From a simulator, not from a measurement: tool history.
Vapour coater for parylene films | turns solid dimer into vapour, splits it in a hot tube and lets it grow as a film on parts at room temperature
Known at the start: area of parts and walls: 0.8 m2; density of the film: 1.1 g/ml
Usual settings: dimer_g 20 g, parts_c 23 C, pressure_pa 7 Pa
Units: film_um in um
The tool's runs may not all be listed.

{"run": 1, "hour": 0.0, "dimer_g": 20, "parts_c": 23, "pressure_pa": 7, "film_um": 15.76}
{"run": 2, "hour": 45.7, "dimer_g": 20, "parts_c": 23, "pressure_pa": 7, "film_um": 15.78}
{"run": 3, "hour": 74.8, "dimer_g": 20, "parts_c": 23, "pressure_pa": 7, "film_um": 15.59}
{"run": 4, "hour": 111.8, "dimer_g": 20, "parts_c": 23, "pressure_pa": 7, "film_um": 15.42}
{"run": 5, "hour": 140.5, "dimer_g": 20, "parts_c": 23, "pressure_pa": 7, "film_um": 15.62}
{"run": 6, "hour": 165.3, "dimer_g": 20, "parts_c": 23, "pressure_pa": 7, "film_um": 15.48}
{"run": 7, "hour": 205.3, "dimer_g": 20, "parts_c": 23, "pressure_pa": 7, "film_um": 15.29}
{"run": 8, "hour": 236.5, "dimer_g": 20, "parts_c": 23, "pressure_pa": 7, "film_um": 15.37}
{"run": 9, "hour": 279.5, "dimer_g": 14, "parts_c": 23, "pressure_pa": 7, "film_um": 10.49}
{"run": 10, "hour": 307.1, "dimer_g": 20, "parts_c": 23, "pressure_pa": 5.26, "film_um": 15.49}
{"run": 11, "hour": 353.2, "dimer_g": 20, "parts_c": 23, "pressure_pa": 5.26, "film_um": 15.39}
{"run": 12, "hour": 376.3, "dimer_g": 20, "parts_c": 16, "pressure_pa": 7, "film_um": 17.09}
{"run": 13, "hour": 406.9, "dimer_g": 20, "parts_c": 16, "pressure_pa": 7, "film_um": 16.82}
{"run": 14, "hour": 429.9, "dimer_g": 20, "parts_c": 23, "pressure_pa": 3.25, "film_um": 15.52}
{"run": 15, "hour": 451.6, "dimer_g": 20, "parts_c": 23, "pressure_pa": 10.57, "film_um": 14.33}
{"run": 16, "hour": 501.0, "dimer_g": 20, "parts_c": 23, "pressure_pa": 10.57, "film_um": 14.07}
{"hour": 546.5, "done": "trap's valve overhauled"}
{"run": 17, "hour": 552.9, "dimer_g": 20, "parts_c": 23, "pressure_pa": 10.57, "film_um": 16.07}
{"run": 18, "hour": 591.2, "dimer_g": 15, "parts_c": 23, "pressure_pa": 7, "film_um": 12.08}
{"run": 19, "hour": 619.1, "dimer_g": 15, "parts_c": 23, "pressure_pa": 7, "film_um": 12.17}
{"run": 20, "hour": 656.1, "dimer_g": 15, "parts_c": 23, "pressure_pa": 7, "film_um": 12.18}
{"run": 21, "hour": 694.4, "dimer_g": 20, "parts_c": 23, "pressure_pa": 7, "film_um": 15.81}
{"run": 22, "hour": 743.1, "dimer_g": 20, "parts_c": 23, "pressure_pa": 7, "film_um": 15.5}
{"run": 23, "hour": 765.3, "dimer_g": 20, "parts_c": 23, "pressure_pa": 7, "film_um": 15.68}
{"run": 24, "hour": 794.7, "dimer_g": 20, "parts_c": 25, "pressure_pa": 7, "film_um": 15.23}
{"run": 25, "hour": 832.6, "dimer_g": 9, "parts_c": 35, "pressure_pa": 6.58, "film_um": 5.54}
{"run": 26, "hour": 867.8, "dimer_g": 17, "parts_c": 16, "pressure_pa": 2.56, "film_um": 16.05}
{"run": 27, "hour": 906.7, "dimer_g": 10, "parts_c": 23, "pressure_pa": 2.11, "film_um": 8.3}
{"run": 28, "hour": 936.9, "dimer_g": 10, "parts_c": 23, "pressure_pa": 2.11, "film_um": 8.36}
{"run": 29, "hour": 985.4, "dimer_g": 20, "parts_c": 23, "pressure_pa": 4.77, "film_um": 15.36}
{"run": 30, "hour": 1018.3, "dimer_g": 8, "parts_c": 28, "pressure_pa": 4.77, "film_um": 5.6}
{"run": 31, "hour": 1044.1, "dimer_g": 27, "parts_c": 21, "pressure_pa": 9.78, "film_um": 20.57}
{"run": 32, "hour": 1079.4, "dimer_g": 21, "parts_c": 18, "pressure_pa": 7, "film_um": 17.18}
{"hour": 1095.6, "done": "table's thermometer calibrated"}
{"run": 33, "hour": 1101.7, "dimer_g": 21, "parts_c": 18, "pressure_pa": 7, "film_um": 17.29}
{"run": 34, "hour": 1133.4, "dimer_g": 21, "parts_c": 18, "pressure_pa": 2.42, "film_um": 18.77}
{"run": 35, "hour": 1156.8, "dimer_g": 21, "parts_c": 18, "pressure_pa": 2.42, "film_um": 18.55}
{"run": 36, "hour": 1189.1, "dimer_g": 8, "parts_c": 18, "pressure_pa": 2.11, "film_um": 6.99}
{"run": 37, "hour": 1213.1, "dimer_g": 14, "parts_c": 25, "pressure_pa": 2.12, "film_um": 10.75}
{"hour": 1251.9, "done": "trap's valve overhauled"}
{"run": 38, "hour": 1251.9, "dimer_g": 14, "parts_c": 25, "pressure_pa": 2.12, "film_um": 12.19}
{"run": 39, "hour": 1293.3, "dimer_g": 12, "parts_c": 34, "pressure_pa": 2.14, "film_um": 8.7}
{"run": 40, "hour": 1324.3, "dimer_g": 12, "parts_c": 29, "pressure_pa": 5.64, "film_um": 8.76}
{"run": 41, "hour": 1355.8, "dimer_g": 22, "parts_c": 27, "pressure_pa": 2.29, "film_um": 17.75}
{"run": 42, "hour": 1390.7, "dimer_g": 32, "parts_c": 23, "pressure_pa": 9.83, "film_um": 24.89}
{"run": 43, "hour": 1417.1, "dimer_g": 32, "parts_c": 23, "pressure_pa": 9.83, "film_um": 25.22}
{"run": 44, "hour": 1457.5, "dimer_g": 24, "parts_c": 30, "pressure_pa": 7, "film_um": 16.53}
{"run": 45, "hour": 1495.4, "dimer_g": 24, "parts_c": 30, "pressure_pa": 7, "film_um": 16.35}
{"run": 46, "hour": 1537.9, "dimer_g": 13, "parts_c": 29, "pressure_pa": 3.77, "film_um": 9.44}
{"run": 47, "hour": 1574.6, "dimer_g": 13, "parts_c": 29, "pressure_pa": 3.77, "film_um": 9.39}
{"run": 48, "hour": 1619.1, "dimer_g": 19, "parts_c": 21, "pressure_pa": 7, "film_um": 15.25}

Measured less the same run without the tool's hidden state. The same run-to-run variation is in both; the gauge's scatter may not be:
The hidden state here: vapour lost through the trap's worn valve, %; true temperature of the parts over the reading, C; drift of the gauge itself on film_um, %.
run=1 film_um=-0.57
run=2 film_um=-0.7
run=3 film_um=-0.77
run=4 film_um=-0.87
run=5 film_um=-0.98
run=6 film_um=-1.04
run=7 film_um=-1.15
run=8 film_um=-1.24
run=9 film_um=-0.94
run=10 film_um=-1.45
run=11 film_um=-1.58
run=12 film_um=-1.84
run=13 film_um=-1.92
run=14 film_um=-1.86
run=15 film_um=-1.76
run=16 film_um=-1.89
run=17 film_um=-0.22
run=18 film_um=-0.25
run=19 film_um=-0.31
run=20 film_um=-0.38
run=21 film_um=-0.61
run=22 film_um=-0.73
run=23 film_um=-0.8
run=24 film_um=-0.87
run=25 film_um=-0.35
run=26 film_um=-1.15
run=27 film_um=-0.65
run=28 film_um=-0.71
run=29 film_um=-1.44
run=30 film_um=-0.56
run=31 film_um=-2.16
run=32 film_um=-1.93
run=33 film_um=-1.67
run=34 film_um=-1.94
run=35 film_um=-2.01
run=36 film_um=-0.81
run=37 film_um=-1.29
run=38 film_um=+0
run=39 film_um=-0.06
run=40 film_um=-0.1
run=41 film_um=-0.31
run=42 film_um=-0.58
run=43 film_um=-0.71
run=44 film_um=-0.59
run=45 film_um=-0.71
run=46 film_um=-0.49
run=47 film_um=-0.56
run=48 film_um=-1.03

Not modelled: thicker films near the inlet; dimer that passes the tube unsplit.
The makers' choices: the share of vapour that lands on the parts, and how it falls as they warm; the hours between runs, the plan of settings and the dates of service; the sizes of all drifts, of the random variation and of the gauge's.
